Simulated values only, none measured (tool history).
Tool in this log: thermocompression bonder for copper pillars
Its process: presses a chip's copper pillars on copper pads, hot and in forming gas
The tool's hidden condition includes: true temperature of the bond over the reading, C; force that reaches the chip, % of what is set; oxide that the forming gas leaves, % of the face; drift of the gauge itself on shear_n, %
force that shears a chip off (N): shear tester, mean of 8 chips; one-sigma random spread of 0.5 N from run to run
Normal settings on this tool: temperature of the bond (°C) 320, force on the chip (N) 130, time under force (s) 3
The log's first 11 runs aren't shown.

| run | day | temperature of the bond (°C) | force on the chip (N) | time under force (s) | hours of work since the heater was calibrated | hours of work since the force cell was calibrated | hours of work since the gas filter was changed | force that shears a chip off (N) |
|---|---|---|---|---|---|---|---|---|
| 12 | 29.317 | 321 | 130 | 3 | 441 | 1269 | 35 | 59.3 |
|  | 30.529 | force cell calibrated |
| 13 | 33.162 | 320 | 130 | 3 | 492 | 36 | 86 | 58.5 |
| 14 | 36.546 | 320 | 130 | 3 | 538 | 81 | 132 | 58.6 |
|  | 38.158 | force cell calibrated, once more |
|  | 38.712 | forming gas filter changed |
| 15 | 40.038 | 320 | 130 | 3 | 584 | 25 | 18 | 57.0 |
| 16 | 41.871 | 320 | 141 | 3 | 609 | 50 | 43 | 58.5 |
| 17 | 43.458 | 320 | 141 | 3 | 631 | 71 | 64 | 58.3 |
| 18 | 47.150 | 320 | 141 | 3 | 680 | 121 | 114 | 56.4 |
| 19 | 50.112 | 328 | 161 | 5 | 721 | 161 | 154 | 71.7 |
|  | 50.771 | forming gas filter changed |
| 20 | 52.783 | 328 | 161 | 7 | 756 | 197 | 27 | 82.4 |
| 21 | 56.404 | 328 | 161 | 7 | 805 | 246 | 76 | 81.5 |
| 22 | 58.392 | 328 | 161 | 7 | 832 | 273 | 103 | 79.5 |
| 23 | 61.821 | 318 | 127 | 4 | 879 | 320 | 149 | 57.4 |
|  | 62.729 | forming gas filter changed |
| 24 | 63.621 | 318 | 127 | 4 | 903 | 344 | 12 | 60.9 |
| 25 | 67.233 | 306 | 130 | 4 | 952 | 392 | 61 | 55.4 |
| 26 | 70.267 | 347 | 154 | 4 | 993 | 434 | 102 | 77.0 |
| 27 | 73.758 | 347 | 154 | 4 | 1040 | 481 | 149 | 74.5 |
|  | 74.096 | heater calibrated with a thermocouple chip |
|  | 74.933 | forming gas filter changed |
| 28 | 77.588 | 347 | 158 | 4 | 47 | 531 | 36 | 81.0 |
| 29 | 80.038 | 347 | 158 | 4 | 80 | 564 | 69 | 80.1 |
| 30 | 81.683 | 320 | 130 | 3 | 102 | 586 | 91 | 58.2 |

Run 31, settings as shown, results not yet in. Your forecast:
| 31 | 83.688 | 320 | 130 | 3 | 129 | 614 | 118 | ? |

Run 31 yielded force that shears a chip off (N) 56.8.
With the hidden condition absent and the run-to-run variation left alone, this run would have shown force that shears a chip off (N) 59.1.
